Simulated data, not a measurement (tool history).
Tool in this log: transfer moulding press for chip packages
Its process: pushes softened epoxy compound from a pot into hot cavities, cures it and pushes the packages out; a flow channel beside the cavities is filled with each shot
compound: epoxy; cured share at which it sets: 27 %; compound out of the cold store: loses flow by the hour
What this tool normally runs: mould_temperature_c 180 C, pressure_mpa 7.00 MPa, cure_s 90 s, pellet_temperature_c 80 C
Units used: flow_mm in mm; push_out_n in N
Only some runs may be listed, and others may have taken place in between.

| run | hour | mould_temperature_c | pressure_mpa | cure_s | pellet_temperature_c | incoming compound's hours out of the cold store | flow_mm | push_out_n |
|---|---|---|---|---|---|---|---|---|
| 1 | 0.0 | 180 | 7.00 | 90 | 80 | 17.0 | 923 | 609 |
| 2 | 39.8 | 180 | 7.00 | 99 | 80 | 18.2 | 916 | 482 |
|  | 64.6 | plunger's sealing rings changed |
| 3 | 82.9 | 180 | 7.00 | 90 | 80 | 40.7 | 817 | 569 |
|  | 99.0 | cavities cleaned with cleaning compound and waxed |
| 4 | 107.7 | 180 | 7.00 | 90 | 80 | 25.9 | 872 | 589 |
| 5 | 138.7 | 180 | 7.00 | 90 | 80 | 8.9 | 959 | 639 |
| 6 | 170.2 | 180 | 6.42 | 90 | 80 | 45.7 | 750 | 551 |
| 7 | 193.1 | 180 | 6.42 | 90 | 80 | 35.7 | 800 | 547 |
|  | 197.0 | cavities cleaned with cleaning compound and waxed |
| 8 | 216.4 | 180 | 6.42 | 90 | 80 | 32.5 | 813 | 559 |
| 9 | 248.7 | 180 | 6.42 | 90 | 80 | 33.8 | 803 | 561 |
| 10 | 286.6 | 180 | 6.42 | 90 | 80 | 42.7 | 758 | 566 |
|  | 297.2 | cavities cleaned with cleaning compound and waxed |
| 11 | 322.8 | 180 | 6.42 | 90 | 80 | 30.0 | 818 | 602 |
| 12 | 354.7 | 180 | 6.42 | 90 | 80 | 40.6 | 771 | 568 |
| 13 | 393.3 | 180 | 6.42 | 90 | 80 | 10.6 | 911 | 605 |
|  | 397.7 | cavities cleaned with cleaning compound and waxed |
| 14 | 434.0 | 180 | 6.42 | 90 | 80 | 31.5 | 810 | 579 |
| 15 | 472.5 | 180 | 6.42 | 103 | 79 | 14.6 | 894 | 455 |
|  | 499.1 | cavities cleaned with cleaning compound and waxed |
| 16 | 513.6 | 184 | 5.94 | 117 | 86 | 37.7 | 750 | 372 |
| 17 | 549.1 | 173 | 7.00 | 81 | 71 | 44.7 | 802 | 1146 |
| 18 | 573.0 | 180 | 5.20 | 94 | 80 | 25.9 | 758 | 535 |
|  | 598.6 | cavities cleaned with cleaning compound and waxed |
| 19 | 600.4 | 180 | 5.20 | 94 | 80 | 21.5 | 775 | 526 |
| 20 | 639.7 | 179 | 7.98 | 101 | 89 | 20.4 | 963 | 487 |
|  | 654.9 | plunger's sealing rings changed |
| 21 | 670.9 | 182 | 8.47 | 101 | 89 | 30.9 | 933 | 415 |
| 22 | 691.2 | 185 | 7.85 | 76 | 80 | 42.2 | 839 | 609 |
|  | 700.5 | cavities cleaned with cleaning compound and waxed |
| 23 | 714.2 | 185 | 7.75 | 90 | 71 | 24.3 | 918 | 468 |
| 24 | 733.0 | 185 | 7.75 | 90 | 71 | 31.2 | 892 | 452 |
| 25 | 765.4 | 187 | 7.98 | 111 | 83 | 34.3 | 880 | 376 |
| 26 | 783.4 | 187 | 7.98 | 111 | 83 | 14.6 | 982 | 380 |
|  | 800.1 | cavities cleaned with cleaning compound and waxed |
| 27 | 810.5 | 180 | 5.84 | 71 | 80 | 40.8 | 736 | 1024 |
| 28 | 832.5 | 180 | 5.84 | 71 | 80 | 47.8 | 706 | 948 |

3 options for the next run, each taken on its own from the tool as it stands now. Forecast them:
| A | 873.4 | 174 | 5.84 | 71 | 80 | 31.9 | ? | ? |
| B | 873.4 | 179 | 5.84 | 121 | 71 | 36.0 | ? | ? |
| C | 873.4 | 176 | 7.07 | 90 | 80 | 34.5 | ? | ? |

| run | flow_mm | push_out_n |
|---|---|---|
| A | 786 | 1417 |
| B | 760 | 395 |
| C | 841 | 764 |
With no hidden state in the tool, these same runs would have given:
| run | flow_mm | push_out_n |
|---|---|---|
| A | 786 | 1403 |
| B | 761 | 391 |
| C | 841 | 756 |
